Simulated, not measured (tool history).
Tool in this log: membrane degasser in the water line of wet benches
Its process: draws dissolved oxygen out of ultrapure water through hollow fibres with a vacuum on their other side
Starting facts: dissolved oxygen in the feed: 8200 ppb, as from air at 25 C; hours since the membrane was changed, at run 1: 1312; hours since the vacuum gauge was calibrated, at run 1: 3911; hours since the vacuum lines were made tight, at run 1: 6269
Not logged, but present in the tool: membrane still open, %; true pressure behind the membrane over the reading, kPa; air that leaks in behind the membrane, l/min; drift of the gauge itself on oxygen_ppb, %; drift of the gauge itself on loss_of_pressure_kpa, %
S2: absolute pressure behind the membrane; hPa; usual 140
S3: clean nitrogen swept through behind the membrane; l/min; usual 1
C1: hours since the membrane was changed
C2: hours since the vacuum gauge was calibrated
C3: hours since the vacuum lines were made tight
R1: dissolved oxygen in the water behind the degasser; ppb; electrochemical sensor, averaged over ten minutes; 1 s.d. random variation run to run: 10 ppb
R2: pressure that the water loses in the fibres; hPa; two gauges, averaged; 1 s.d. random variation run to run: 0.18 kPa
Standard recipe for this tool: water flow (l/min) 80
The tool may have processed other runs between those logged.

{"run": 1, "hour": 0.0, "water flow (l/min)": 80, "S2": 140, "S3": 1, "C1": 1312, "C2": 3911, "C3": 6269, "R1": 1333.5, "R2": 352.5}
{"hour": 107.7, "done": "seals of the vacuum lines changed"}
{"run": 2, "hour": 148.2, "water flow (l/min)": 80, "S2": 140, "S3": 1, "C1": 1458, "C2": 4057, "C3": 41, "R1": 1319.2, "R2": 350.2}
{"run": 3, "hour": 406.3, "water flow (l/min)": 80, "S2": 140, "S3": 1, "C1": 1716, "C2": 4315, "C3": 299, "R1": 1347.1, "R2": 350.9}
{"run": 4, "hour": 550.5, "water flow (l/min)": 80, "S2": 140, "S3": 1, "C1": 1860, "C2": 4459, "C3": 443, "R1": 1339.9, "R2": 351.4}
{"run": 5, "hour": 802.8, "water flow (l/min)": 80, "S2": 140, "S3": 1, "C1": 2112, "C2": 4711, "C3": 695, "R1": 1349.9, "R2": 352.5}
{"hour": 827.5, "done": "vacuum gauge calibrated"}
{"run": 6, "hour": 1081.6, "water flow (l/min)": 80, "S2": 140, "S3": 1, "C1": 2391, "C2": 254, "C3": 973, "R1": 1373.2, "R2": 351.9}
{"run": 7, "hour": 1323.5, "water flow (l/min)": 80, "S2": 140, "S3": 1, "C1": 2633, "C2": 496, "C3": 1215, "R1": 1360.5, "R2": 358.2}
{"run": 8, "hour": 1526.5, "water flow (l/min)": 80, "S2": 140, "S3": 1, "C1": 2836, "C2": 699, "C3": 1418, "R1": 1354.9, "R2": 357.3}
{"run": 9, "hour": 1808.5, "water flow (l/min)": 80, "S2": 213, "S3": 1, "C1": 3118, "C2": 981, "C3": 1700, "R1": 2085.1, "R2": 352.3}
{"run": 10, "hour": 2057.3, "water flow (l/min)": 80, "S2": 213, "S3": 1, "C1": 3366, "C2": 1230, "C3": 1949, "R1": 2050.3, "R2": 358.3}
{"run": 11, "hour": 2195.8, "water flow (l/min)": 80, "S2": 213, "S3": 1, "C1": 3505, "C2": 1368, "C3": 2088, "R1": 2057.6, "R2": 360}
{"hour": 2241.5, "done": "vacuum gauge calibrated, once more"}
{"run": 12, "hour": 2335.9, "water flow (l/min)": 96, "S2": 140, "S3": 2, "C1": 3645, "C2": 94, "C3": 2227, "R1": 948.6, "R2": 432}
{"run": 13, "hour": 2584.7, "water flow (l/min)": 96, "S2": 116, "S3": 0.72, "C1": 3893, "C2": 343, "C3": 2476, "R1": 1419.7, "R2": 433.1}

Branching from run 13: 5 alternative next runs. What would each branch give?
{"run": "A", "hour": 2870.3, "water flow (l/min)": 96, "S2": 350, "S3": 0.72, "C1": 4179, "C2": 629, "C3": 2762, "R1": "?", "R2": "?"}
{"run": "B", "hour": 2870.3, "water flow (l/min)": 80, "S2": 222, "S3": 1, "C1": 4179, "C2": 629, "C3": 2762, "R1": "?", "R2": "?"}
{"run": "C", "hour": 2870.3, "water flow (l/min)": 78, "S2": 140, "S3": 1, "C1": 4179, "C2": 629, "C3": 2762, "R1": "?", "R2": "?"}
{"run": "D", "hour": 2870.3, "water flow (l/min)": 96, "S2": 104, "S3": 0.72, "C1": 4179, "C2": 629, "C3": 2762, "R1": "?", "R2": "?"}
{"run": "E", "hour": 2870.3, "water flow (l/min)": 70, "S2": 192, "S3": 1.15, "C1": 4179, "C2": 629, "C3": 2762, "R1": "?", "R2": "?"}

run=A R1=3888.4 R2=434.9
run=B R1=2114.6 R2=360
run=C R1=1289.1 R2=351.8
run=D R1=1230.3 R2=433.7
run=E R1=1538.2 R2=314.3
Take away the tool's hidden state, keep each run's random variation, and the runs would have read:
run=A R1=3890.4 R2=416.9
run=B R1=2108.7 R2=345.1
run=C R1=1280.7 R2=337.1
run=D R1=1218.9 R2=415.7
run=E R1=1530.7 R2=301.1
